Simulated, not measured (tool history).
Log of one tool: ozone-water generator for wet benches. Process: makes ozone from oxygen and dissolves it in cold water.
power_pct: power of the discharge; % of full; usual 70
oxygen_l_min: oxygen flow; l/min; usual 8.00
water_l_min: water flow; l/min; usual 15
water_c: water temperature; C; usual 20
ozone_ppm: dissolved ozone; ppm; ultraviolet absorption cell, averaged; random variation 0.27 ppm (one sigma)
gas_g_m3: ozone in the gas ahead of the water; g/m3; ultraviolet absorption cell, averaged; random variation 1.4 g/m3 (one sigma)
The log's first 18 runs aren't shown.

-- hour=717.1 water thermometer calibrated
run 19 hour=752.9 | power_pct=85 oxygen_l_min=4.81 water_l_min=15 water_c=20 | ozone_ppm=46.6 gas_g_m3=369.6
run 20 hour=810.3 | power_pct=85 oxygen_l_min=4.81 water_l_min=15 water_c=20 | ozone_ppm=46.6 gas_g_m3=367.0
run 21 hour=870.6 | power_pct=85 oxygen_l_min=4.81 water_l_min=15 water_c=20 | ozone_ppm=47.1 gas_g_m3=363.2
run 22 hour=924.4 | power_pct=47 oxygen_l_min=5.49 water_l_min=15 water_c=20 | ozone_ppm=34.5 gas_g_m3=251.1
run 23 hour=983.3 | power_pct=47 oxygen_l_min=13.69 water_l_min=12 water_c=12 | ozone_ppm=39.7 gas_g_m3=161.5
run 24 hour=1013.6 | power_pct=70 oxygen_l_min=4.50 water_l_min=16 water_c=21 | ozone_ppm=39.2 gas_g_m3=341.6
run 25 hour=1063.3 | power_pct=73 oxygen_l_min=12.07 water_l_min=15 water_c=18 | ozone_ppm=40.6 gas_g_m3=214.2
run 26 hour=1099.4 | power_pct=46 oxygen_l_min=10.69 water_l_min=20 water_c=27 | ozone_ppm=23.1 gas_g_m3=179.7
run 27 hour=1158.3 | power_pct=90 oxygen_l_min=10.69 water_l_min=16 water_c=27 | ozone_ppm=36.3 gas_g_m3=251.5
run 28 hour=1190.9 | power_pct=90 oxygen_l_min=12.36 water_l_min=16 water_c=27 | ozone_ppm=34.7 gas_g_m3=233.5
run 29 hour=1247.1 | power_pct=90 oxygen_l_min=11.24 water_l_min=13 water_c=27 | ozone_ppm=38.4 gas_g_m3=247.4
run 30 hour=1297.2 | power_pct=90 oxygen_l_min=7.19 water_l_min=19 water_c=25 | ozone_ppm=36.9 gas_g_m3=308.8

Forecast run 31:
run 31 hour=1356.5 | power_pct=40 oxygen_l_min=12.90 water_l_min=15 water_c=20 | ozone_ppm=? gas_g_m3=?

ozone_ppm: 27.7 ppm
gas_g_m3: 151.9 g/m3
Without the tool's hidden state the same run would have given ozone_ppm 28.8 ppm, gas_g_m3 156.9 g/m3.
